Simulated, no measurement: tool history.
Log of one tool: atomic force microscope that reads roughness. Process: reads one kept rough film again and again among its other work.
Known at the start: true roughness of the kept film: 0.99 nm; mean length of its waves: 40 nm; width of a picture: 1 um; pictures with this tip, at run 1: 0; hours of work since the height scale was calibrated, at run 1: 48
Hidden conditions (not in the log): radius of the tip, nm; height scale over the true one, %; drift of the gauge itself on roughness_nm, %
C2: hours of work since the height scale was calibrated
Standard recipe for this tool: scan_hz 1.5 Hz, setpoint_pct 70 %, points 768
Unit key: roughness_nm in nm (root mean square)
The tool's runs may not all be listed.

{"run": 1, "day": 0.0, "scan_hz": 1.5, "setpoint_pct": 70, "points": 768, "pictures with this tip": 0, "C2": 48, "roughness_nm": 0.908}
{"run": 2, "day": 0.846, "scan_hz": 1.5, "setpoint_pct": 70, "points": 768, "pictures with this tip": 48, "C2": 63, "roughness_nm": 0.903}
{"run": 3, "day": 1.675, "scan_hz": 1.5, "setpoint_pct": 70, "points": 768, "pictures with this tip": 95, "C2": 79, "roughness_nm": 0.895}
{"run": 4, "day": 2.15, "scan_hz": 1.5, "setpoint_pct": 70, "points": 768, "pictures with this tip": 122, "C2": 87, "roughness_nm": 0.891}
{"run": 5, "day": 2.696, "scan_hz": 1.5, "setpoint_pct": 70, "points": 768, "pictures with this tip": 153, "C2": 97, "roughness_nm": 0.885}
{"run": 6, "day": 3.283, "scan_hz": 1.5, "setpoint_pct": 72, "points": 768, "pictures with this tip": 187, "C2": 108, "roughness_nm": 0.878}
{"run": 7, "day": 4.246, "scan_hz": 1.5, "setpoint_pct": 72, "points": 768, "pictures with this tip": 241, "C2": 126, "roughness_nm": 0.868}
{"run": 8, "day": 5.2, "scan_hz": 1.5, "setpoint_pct": 72, "points": 395, "pictures with this tip": 295, "C2": 143, "roughness_nm": 0.857}
{"run": 9, "day": 5.633, "scan_hz": 1.5, "setpoint_pct": 72, "points": 395, "pictures with this tip": 320, "C2": 151, "roughness_nm": 0.86}
{"run": 10, "day": 6.167, "scan_hz": 1.5, "setpoint_pct": 72, "points": 395, "pictures with this tip": 350, "C2": 161, "roughness_nm": 0.865}
{"day": 6.446, "done": "new tip fitted"}
{"run": 11, "day": 6.671, "scan_hz": 1.5, "setpoint_pct": 70, "points": 768, "pictures with this tip": 13, "C2": 170, "roughness_nm": 0.915}
{"run": 12, "day": 7.308, "scan_hz": 1.5, "setpoint_pct": 70, "points": 768, "pictures with this tip": 49, "C2": 182, "roughness_nm": 0.909}
{"run": 13, "day": 8.004, "scan_hz": 1.5, "setpoint_pct": 70, "points": 768, "pictures with this tip": 89, "C2": 195, "roughness_nm": 0.904}
{"run": 14, "day": 8.762, "scan_hz": 1.5, "setpoint_pct": 72, "points": 768, "pictures with this tip": 132, "C2": 209, "roughness_nm": 0.898}
{"run": 15, "day": 9.654, "scan_hz": 2.58, "setpoint_pct": 70, "points": 413, "pictures with this tip": 182, "C2": 225, "roughness_nm": 0.853}
{"run": 16, "day": 10.362, "scan_hz": 2.73, "setpoint_pct": 60, "points": 332, "pictures with this tip": 222, "C2": 238, "roughness_nm": 0.889}
{"run": 17, "day": 10.967, "scan_hz": 0.86, "setpoint_pct": 72, "points": 768, "pictures with this tip": 257, "C2": 249, "roughness_nm": 0.892}
{"run": 18, "day": 11.662, "scan_hz": 0.86, "setpoint_pct": 72, "points": 768, "pictures with this tip": 296, "C2": 262, "roughness_nm": 0.898}
{"run": 19, "day": 12.329, "scan_hz": 2.04, "setpoint_pct": 73, "points": 280, "pictures with this tip": 334, "C2": 274, "roughness_nm": 0.832}
{"day": 12.921, "done": "new tip fitted"}
{"run": 20, "day": 12.921, "scan_hz": 0.53, "setpoint_pct": 63, "points": 678, "pictures with this tip": 0, "C2": 285, "roughness_nm": 0.953}
{"run": 21, "day": 13.479, "scan_hz": 3.26, "setpoint_pct": 78, "points": 730, "pictures with this tip": 31, "C2": 295, "roughness_nm": 0.792}
{"run": 22, "day": 14.038, "scan_hz": 1.5, "setpoint_pct": 61, "points": 660, "pictures with this tip": 63, "C2": 305, "roughness_nm": 0.923}
{"run": 23, "day": 14.979, "scan_hz": 1.53, "setpoint_pct": 65, "points": 451, "pictures with this tip": 116, "C2": 322, "roughness_nm": 0.919}
{"run": 24, "day": 15.596, "scan_hz": 1.5, "setpoint_pct": 73, "points": 406, "pictures with this tip": 151, "C2": 334, "roughness_nm": 0.881}
{"run": 25, "day": 16.125, "scan_hz": 1.5, "setpoint_pct": 79, "points": 661, "pictures with this tip": 182, "C2": 343, "roughness_nm": 0.856}
{"run": 26, "day": 16.742, "scan_hz": 1.5, "setpoint_pct": 79, "points": 661, "pictures with this tip": 216, "C2": 355, "roughness_nm": 0.859}
{"run": 27, "day": 17.258, "scan_hz": 1.5, "setpoint_pct": 70, "points": 500, "pictures with this tip": 246, "C2": 364, "roughness_nm": 0.876}

Branching from run 27: 4 alternative next runs. What would each branch give?
{"run": "A", "day": 18.05, "scan_hz": 2.51, "setpoint_pct": 89, "points": 500, "pictures with this tip": 291, "C2": 379, "roughness_nm": "?"}
{"run": "B", "day": 18.05, "scan_hz": 1.5, "setpoint_pct": 87, "points": 500, "pictures with this tip": 291, "C2": 379, "roughness_nm": "?"}
{"run": "C", "day": 18.05, "scan_hz": 1.5, "setpoint_pct": 60, "points": 500, "pictures with this tip": 291, "C2": 379, "roughness_nm": "?"}
{"run": "D", "day": 18.05, "scan_hz": 1.5, "setpoint_pct": 74, "points": 440, "pictures with this tip": 291, "C2": 379, "roughness_nm": "?"}

run=A roughness_nm=0.728
run=B roughness_nm=0.811
run=C roughness_nm=0.9
run=D roughness_nm=0.863
Had the tool no hidden state, the same runs would have come out as:
run=A roughness_nm=0.761
run=B roughness_nm=0.848
run=C roughness_nm=0.941
run=D roughness_nm=0.902

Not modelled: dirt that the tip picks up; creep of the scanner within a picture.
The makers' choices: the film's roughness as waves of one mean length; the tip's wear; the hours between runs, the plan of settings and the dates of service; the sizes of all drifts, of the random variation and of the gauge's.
